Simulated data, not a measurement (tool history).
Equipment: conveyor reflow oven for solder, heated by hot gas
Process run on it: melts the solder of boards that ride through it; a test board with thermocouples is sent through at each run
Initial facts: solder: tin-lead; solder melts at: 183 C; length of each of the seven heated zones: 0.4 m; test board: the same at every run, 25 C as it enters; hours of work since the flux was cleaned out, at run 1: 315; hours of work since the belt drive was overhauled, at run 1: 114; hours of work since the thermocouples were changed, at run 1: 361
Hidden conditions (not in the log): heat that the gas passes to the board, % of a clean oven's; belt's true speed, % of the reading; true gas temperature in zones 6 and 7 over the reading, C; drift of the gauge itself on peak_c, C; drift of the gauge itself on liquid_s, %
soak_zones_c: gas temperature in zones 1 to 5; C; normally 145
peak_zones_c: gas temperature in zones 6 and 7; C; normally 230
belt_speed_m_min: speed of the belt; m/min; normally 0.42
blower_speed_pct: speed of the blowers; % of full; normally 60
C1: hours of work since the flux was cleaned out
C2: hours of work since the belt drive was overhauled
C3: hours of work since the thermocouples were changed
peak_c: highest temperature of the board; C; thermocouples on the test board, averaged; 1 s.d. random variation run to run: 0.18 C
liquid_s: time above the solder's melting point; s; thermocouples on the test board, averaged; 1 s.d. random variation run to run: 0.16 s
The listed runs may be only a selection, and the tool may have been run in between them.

{"run": 1, "hour": 0.0, "soak_zones_c": 145, "peak_zones_c": 230, "belt_speed_m_min": 0.42, "blower_speed_pct": 60, "C1": 315, "C2": 114, "C3": 361, "peak_c": 215.8, "liquid_s": 89.2}
{"run": 2, "hour": 10.6, "soak_zones_c": 145, "peak_zones_c": 230, "belt_speed_m_min": 0.42, "blower_speed_pct": 88, "C1": 323, "C2": 123, "C3": 369, "peak_c": 220.7, "liquid_s": 95.4}
{"run": 3, "hour": 20.7, "soak_zones_c": 145, "peak_zones_c": 230, "belt_speed_m_min": 0.42, "blower_speed_pct": 60, "C1": 331, "C2": 131, "C3": 377, "peak_c": 215.5, "liquid_s": 88.9}
{"run": 4, "hour": 30.2, "soak_zones_c": 145, "peak_zones_c": 218, "belt_speed_m_min": 0.42, "blower_speed_pct": 60, "C1": 338, "C2": 138, "C3": 385, "peak_c": 205.1, "liquid_s": 74.4}
{"run": 5, "hour": 37.2, "soak_zones_c": 145, "peak_zones_c": 218, "belt_speed_m_min": 0.42, "blower_speed_pct": 60, "C1": 344, "C2": 144, "C3": 390, "peak_c": 205.1, "liquid_s": 74.6}
{"run": 6, "hour": 51.2, "soak_zones_c": 145, "peak_zones_c": 218, "belt_speed_m_min": 0.42, "blower_speed_pct": 60, "C1": 355, "C2": 155, "C3": 401, "peak_c": 205.1, "liquid_s": 74.4}
{"run": 7, "hour": 57.5, "soak_zones_c": 145, "peak_zones_c": 218, "belt_speed_m_min": 0.42, "blower_speed_pct": 60, "C1": 360, "C2": 160, "C3": 406, "peak_c": 205.2, "liquid_s": 74}
{"run": 8, "hour": 63.8, "soak_zones_c": 145, "peak_zones_c": 218, "belt_speed_m_min": 0.42, "blower_speed_pct": 60, "C1": 365, "C2": 165, "C3": 411, "peak_c": 205.4, "liquid_s": 74.2}
{"run": 9, "hour": 71.3, "soak_zones_c": 145, "peak_zones_c": 230, "belt_speed_m_min": 0.42, "blower_speed_pct": 60, "C1": 371, "C2": 171, "C3": 417, "peak_c": 215.5, "liquid_s": 88.6}
{"run": 10, "hour": 81.3, "soak_zones_c": 145, "peak_zones_c": 230, "belt_speed_m_min": 0.42, "blower_speed_pct": 60, "C1": 379, "C2": 179, "C3": 425, "peak_c": 215.4, "liquid_s": 88.3}
{"run": 11, "hour": 93.4, "soak_zones_c": 145, "peak_zones_c": 230, "belt_speed_m_min": 0.42, "blower_speed_pct": 60, "C1": 388, "C2": 188, "C3": 435, "peak_c": 215.7, "liquid_s": 88.4}
{"run": 12, "hour": 106.0, "soak_zones_c": 145, "peak_zones_c": 230, "belt_speed_m_min": 0.42, "blower_speed_pct": 60, "C1": 398, "C2": 198, "C3": 444, "peak_c": 215.5, "liquid_s": 88.1}
{"run": 13, "hour": 113.3, "soak_zones_c": 138, "peak_zones_c": 230, "belt_speed_m_min": 0.42, "blower_speed_pct": 60, "C1": 404, "C2": 204, "C3": 450, "peak_c": 214.2, "liquid_s": 82.7}
{"run": 14, "hour": 122.5, "soak_zones_c": 138, "peak_zones_c": 230, "belt_speed_m_min": 0.42, "blower_speed_pct": 60, "C1": 411, "C2": 211, "C3": 457, "peak_c": 214.2, "liquid_s": 82.9}
{"run": 15, "hour": 130.9, "soak_zones_c": 138, "peak_zones_c": 230, "belt_speed_m_min": 0.42, "blower_speed_pct": 60, "C1": 418, "C2": 218, "C3": 464, "peak_c": 214, "liquid_s": 82.6}
{"run": 16, "hour": 144.2, "soak_zones_c": 138, "peak_zones_c": 230, "belt_speed_m_min": 0.42, "blower_speed_pct": 60, "C1": 428, "C2": 228, "C3": 475, "peak_c": 213.9, "liquid_s": 82.4}
{"hour": 148.9, "done": "belt drive overhauled, speed set with a stopwatch"}
{"run": 17, "hour": 157.8, "soak_zones_c": 138, "peak_zones_c": 230, "belt_speed_m_min": 0.42, "blower_speed_pct": 60, "C1": 436, "C2": 7, "C3": 482, "peak_c": 214, "liquid_s": 82.9}
{"run": 18, "hour": 166.6, "soak_zones_c": 143, "peak_zones_c": 230, "belt_speed_m_min": 0.385, "blower_speed_pct": 60, "C1": 443, "C2": 14, "C3": 489, "peak_c": 217.2, "liquid_s": 98.3}
{"hour": 173.9, "done": "flux residue cleaned out of gas plates and filters"}
{"run": 19, "hour": 181.9, "soak_zones_c": 155, "peak_zones_c": 230, "belt_speed_m_min": 0.391, "blower_speed_pct": 60, "C1": 6, "C2": 22, "C3": 497, "peak_c": 220, "liquid_s": 109}
{"run": 20, "hour": 194.2, "soak_zones_c": 147, "peak_zones_c": 235, "belt_speed_m_min": 0.391, "blower_speed_pct": 75, "C1": 16, "C2": 32, "C3": 507, "peak_c": 226.4, "liquid_s": 109.6}
{"hour": 203.3, "done": "belt drive overhauled, speed set with a stopwatch, once more"}
{"run": 21, "hour": 206.3, "soak_zones_c": 145, "peak_zones_c": 233, "belt_speed_m_min": 0.485, "blower_speed_pct": 67, "C1": 22, "C2": 2, "C3": 513, "peak_c": 217.1, "liquid_s": 77.8}
{"run": 22, "hour": 213.1, "soak_zones_c": 147, "peak_zones_c": 235, "belt_speed_m_min": 0.39, "blower_speed_pct": 79, "C1": 28, "C2": 8, "C3": 519, "peak_c": 226.9, "liquid_s": 109.5}
{"run": 23, "hour": 221.1, "soak_zones_c": 145, "peak_zones_c": 222, "belt_speed_m_min": 0.405, "blower_speed_pct": 85, "C1": 34, "C2": 14, "C3": 525, "peak_c": 214.3, "liquid_s": 93.9}
{"run": 24, "hour": 234.5, "soak_zones_c": 145, "peak_zones_c": 222, "belt_speed_m_min": 0.405, "blower_speed_pct": 85, "C1": 45, "C2": 25, "C3": 536, "peak_c": 214.1, "liquid_s": 94}
{"run": 25, "hour": 240.4, "soak_zones_c": 145, "peak_zones_c": 233, "belt_speed_m_min": 0.461, "blower_speed_pct": 85, "C1": 49, "C2": 29, "C3": 540, "peak_c": 221.9, "liquid_s": 87.5}
{"run": 26, "hour": 249.6, "soak_zones_c": 145, "peak_zones_c": 230, "belt_speed_m_min": 0.454, "blower_speed_pct": 86, "C1": 57, "C2": 37, "C3": 548, "peak_c": 219.4, "liquid_s": 87}
{"run": 27, "hour": 262.3, "soak_zones_c": 133, "peak_zones_c": 220, "belt_speed_m_min": 0.464, "blower_speed_pct": 69, "C1": 67, "C2": 47, "C3": 558, "peak_c": 205.4, "liquid_s": 61.4}

Run 28 has not been measured yet. What should we expect?
{"run": 28, "hour": 273.2, "soak_zones_c": 133, "peak_zones_c": 220, "belt_speed_m_min": 0.464, "blower_speed_pct": 69, "C1": 75, "C2": 55, "C3": 566, "peak_c": "?", "liquid_s": "?"}

peak_c: 204.8 C
liquid_s: 60.9 s
Take away the tool's hidden state, keep the run-to-run variation as it was, and the same run would have given peak_c 206.4 C, liquid_s 63.6 s.

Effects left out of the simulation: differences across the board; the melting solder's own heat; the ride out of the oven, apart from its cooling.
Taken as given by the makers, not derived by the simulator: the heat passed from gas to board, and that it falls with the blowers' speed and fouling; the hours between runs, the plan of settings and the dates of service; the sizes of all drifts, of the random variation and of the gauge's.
